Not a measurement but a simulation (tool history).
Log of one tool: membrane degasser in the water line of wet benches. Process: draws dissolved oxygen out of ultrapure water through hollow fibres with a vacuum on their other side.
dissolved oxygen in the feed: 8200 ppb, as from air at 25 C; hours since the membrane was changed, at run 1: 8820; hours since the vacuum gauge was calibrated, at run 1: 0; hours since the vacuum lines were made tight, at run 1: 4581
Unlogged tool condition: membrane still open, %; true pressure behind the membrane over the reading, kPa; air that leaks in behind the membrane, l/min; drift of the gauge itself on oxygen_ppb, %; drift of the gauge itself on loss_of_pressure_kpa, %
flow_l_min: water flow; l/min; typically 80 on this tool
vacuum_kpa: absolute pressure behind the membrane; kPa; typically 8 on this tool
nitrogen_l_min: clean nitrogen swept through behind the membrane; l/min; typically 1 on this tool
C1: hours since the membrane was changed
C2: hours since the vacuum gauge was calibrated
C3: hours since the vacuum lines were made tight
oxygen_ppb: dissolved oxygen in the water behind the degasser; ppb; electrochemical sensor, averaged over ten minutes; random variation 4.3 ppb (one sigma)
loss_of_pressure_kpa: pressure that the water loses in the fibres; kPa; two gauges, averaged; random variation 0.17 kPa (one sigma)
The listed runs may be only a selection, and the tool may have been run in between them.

Run 1, hour 0: usual settings; C1 8820; C2 0; C3 4581. Result: oxygen_ppb 602.9 ppb, loss_of_pressure_kpa 29.81 kPa.
Run 2, hour 185.1: usual settings; C1 9005; C2 185; C3 4766. Result: oxygen_ppb 609.6 ppb, loss_of_pressure_kpa 29.45 kPa.
Run 3, hour 486.7: usual settings; C1 9307; C2 487; C3 5068. Result: oxygen_ppb 609.7 ppb, loss_of_pressure_kpa 29.78 kPa.
Run 4, hour 750.2: usual settings; C1 9570; C2 750; C3 5331. Result: oxygen_ppb 612 ppb, loss_of_pressure_kpa 29.86 kPa.
At hour 851.5: seals of the vacuum lines changed.
Run 5, hour 920.3: usual settings; C1 9738; C2 918; C3 69. Result: oxygen_ppb 610.7 ppb, loss_of_pressure_kpa 30.11 kPa.
Run 6, hour 1181.9: usual settings; C1 10000; C2 1180; C3 330. Result: oxygen_ppb 620.6 ppb, loss_of_pressure_kpa 30.09 kPa.
Run 7, hour 1328.9: usual settings but nitrogen_l_min 0.61 l/min; C1 10147; C2 1327; C3 477. Result: oxygen_ppb 817.8 ppb, loss_of_pressure_kpa 30.09 kPa.
Run 8, hour 1629.3: usual settings but nitrogen_l_min 0.61 l/min; C1 10447; C2 1627; C3 778. Result: oxygen_ppb 826.5 ppb, loss_of_pressure_kpa 29.69 kPa.
Run 9, hour 1934.3: usual settings but vacuum_kpa 6.46 kPa; C1 10752; C2 1932; C3 1083. Result: oxygen_ppb 434.6 ppb, loss_of_pressure_kpa 30.08 kPa.
Run 10, hour 2186.2: usual settings; C1 11004; C2 2184; C3 1335. Result: oxygen_ppb 615.4 ppb, loss_of_pressure_kpa 29.73 kPa.
Run 11, hour 2335.5: usual settings; C1 11153; C2 2333; C3 1484. Result: oxygen_ppb 634.3 ppb, loss_of_pressure_kpa 29.87 kPa.
Run 12, hour 2555.4: usual settings; C1 11373; C2 2553; C3 1704. Result: oxygen_ppb 636.8 ppb, loss_of_pressure_kpa 30.05 kPa.
Run 13, hour 2695.1: usual settings but flow_l_min 115 l/min; C1 11513; C2 2693; C3 1844. Result: oxygen_ppb 787.5 ppb, loss_of_pressure_kpa 43.32 kPa.
Run 14, hour 2923.1: usual settings but flow_l_min 115 l/min; C1 11741; C2 2921; C3 2072. Result: oxygen_ppb 802.7 ppb, loss_of_pressure_kpa 43.71 kPa.
Run 15, hour 3172.9: usual settings but vacuum_kpa 17.39 kPa; C1 11991; C2 3171; C3 2321. Result: oxygen_ppb 1648.2 ppb, loss_of_pressure_kpa 30.4 kPa.
Run 16, hour 3416.6: usual settings but flow_l_min 74 l/min, vacuum_kpa 10.37 kPa; C1 12234; C2 3415; C3 2565. Result: oxygen_ppb 864.5 ppb, loss_of_pressure_kpa 28.07 kPa.
At hour 3434.4: vacuum gauge calibrated.
Run 17, hour 3571: usual settings but flow_l_min 117 l/min, nitrogen_l_min 0.54 l/min; C1 12388; C2 137; C3 2719. Result: oxygen_ppb 1108.5 ppb, loss_of_pressure_kpa 44.79 kPa.
At hour 3695.8: membrane cartridge changed.
Run 18, hour 3753: usual settings but vacuum_kpa 10.44 kPa; C1 57; C2 315; C3 2897. Result: oxygen_ppb 915.7 ppb, loss_of_pressure_kpa 27.44 kPa.
Run 19, hour 4061.6: usual settings but flow_l_min 67 l/min, vacuum_kpa 4.87 kPa, nitrogen_l_min 1.08 l/min; C1 366; C2 623; C3 3206. Result: oxygen_ppb 218.4 ppb, loss_of_pressure_kpa 22.66 kPa.
Run 20, hour 4347.2: usual settings but flow_l_min 62 l/min, vacuum_kpa 14.86 kPa, nitrogen_l_min 0.49 l/min; C1 651; C2 909; C3 3491. Result: oxygen_ppb 1807.3 ppb, loss_of_pressure_kpa 21.32 kPa.
Run 21, hour 4494.4: usual settings but flow_l_min 97 l/min, vacuum_kpa 14.86 kPa, nitrogen_l_min 0.49 l/min; C1 799; C2 1056; C3 3638. Result: oxygen_ppb 2257.4 ppb, loss_of_pressure_kpa 33.13 kPa.
Run 22, hour 4640.1: usual settings but flow_l_min 60 l/min, nitrogen_l_min 2.09 l/min; C1 944; C2 1202; C3 3784. Result: oxygen_ppb 303.7 ppb, loss_of_pressure_kpa 20.7 kPa.
Run 23, hour 4778.1: usual settings but flow_l_min 72 l/min, vacuum_kpa 8.25 kPa, nitrogen_l_min 0.91 l/min; C1 1082; C2 1340; C3 3922. Result: oxygen_ppb 679.3 ppb, loss_of_pressure_kpa 24.46 kPa.
At hour 4912.9: vacuum gauge calibrated, once more.
Run 24, hour 4912.9: usual settings but vacuum_kpa 14.5 kPa; C1 1217; C2 0; C3 4056. Result: oxygen_ppb 1338.9 ppb, loss_of_pressure_kpa 27.5 kPa.
Run 25, hour 5221.2: usual settings but flow_l_min 57 l/min, vacuum_kpa 5.33 kPa, nitrogen_l_min 0.52 l/min; C1 1525; C2 308; C3 4365. Result: oxygen_ppb 340.8 ppb, loss_of_pressure_kpa 19.66 kPa.
Run 26, hour 5399.4: usual settings but nitrogen_l_min 0.88 l/min; C1 1703; C2 487; C3 4543. Result: oxygen_ppb 664.5 ppb, loss_of_pressure_kpa 27.03 kPa.
Run 27, hour 5635.4: usual settings but flow_l_min 65 l/min, nitrogen_l_min 1.86 l/min; C1 1939; C2 723; C3 4779. Result: oxygen_ppb 335.4 ppb, loss_of_pressure_kpa 22.06 kPa.

4 options for the next run, each taken on its own from the tool as it stands now. Forecast them:
Run A, hour 5766.7: usual settings but flow_l_min 65 l/min, vacuum_kpa 13.86 kPa, nitrogen_l_min 2.04 l/min; C1 2070; C2 854; C3 4910. Result: oxygen_ppb ?, loss_of_pressure_kpa ?.
Run B, hour 5766.7: usual settings but flow_l_min 65 l/min, nitrogen_l_min 0.55 l/min; C1 2070; C2 854; C3 4910. Result: oxygen_ppb ?, loss_of_pressure_kpa ?.
Run C, hour 5766.7: usual settings but flow_l_min 127 l/min, vacuum_kpa 7.39 kPa, nitrogen_l_min 0.68 l/min; C1 2070; C2 854; C3 4910. Result: oxygen_ppb ?, loss_of_pressure_kpa ?.
Run D, hour 5766.7: usual settings but nitrogen_l_min 1.86 l/min; C1 2070; C2 854; C3 4910. Result: oxygen_ppb ?, loss_of_pressure_kpa ?.

run  oxygen_ppb  loss_of_pressure_kpa
  A         664                 22.28
  B       776.8                 22.56
  C         867                    44
  D       396.3                 27.71
Without the tool's hidden state the same runs would have given:
run  oxygen_ppb  loss_of_pressure_kpa
  A       660.1                 21.88
  B       775.5                 22.15
  C       862.1                  43.2
  D       392.5                 27.21
